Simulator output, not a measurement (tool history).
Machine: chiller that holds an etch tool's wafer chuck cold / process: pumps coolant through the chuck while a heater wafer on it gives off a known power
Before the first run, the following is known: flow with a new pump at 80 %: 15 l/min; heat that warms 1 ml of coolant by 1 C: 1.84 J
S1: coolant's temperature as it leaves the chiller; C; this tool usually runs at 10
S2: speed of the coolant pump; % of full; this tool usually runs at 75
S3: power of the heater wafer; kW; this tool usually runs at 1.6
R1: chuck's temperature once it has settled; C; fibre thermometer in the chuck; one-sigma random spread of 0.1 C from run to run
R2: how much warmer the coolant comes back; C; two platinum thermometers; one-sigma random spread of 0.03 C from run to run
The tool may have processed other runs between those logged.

run,hour,S1,S2,S3,R1,R2
1,0,10,75,1.6,27.5,3.83
2,26.9,10,75,1.6,27.5,3.81
3,50.6,10,75,1.016,21.1,2.4
4,69.2,10,75,1.6,27.7,3.78
5,104.2,10,75,1.6,27.8,3.78
6,126.7,10,75,1.6,27.7,3.78
7,150.1,10,75,1.6,27.8,3.78
# hour 153.9: chiller's thermometer calibrated
8,169,10,63,1.6,30.2,4.64
9,202.4,10,63,1.6,30.2,4.67
# hour 210.8: chiller's thermometer calibrated, once more
10,238.4,10,63,1.6,29.7,4.57
11,274.1,10,63,1.6,29.7,4.61
12,304,10,63,1.6,29.5,4.6
13,331.2,10,75,1.45,25.8,3.48

Estimate the outcome of run 14 from the log above:
14,349.6,4,64,1.609,?,?

R1: 23.8 C
R2: 4.6 C
Take away the tool's hidden state, keep the run-to-run variation as it was, and the same run would have given R1 22.8 C, R2 4.54 C.
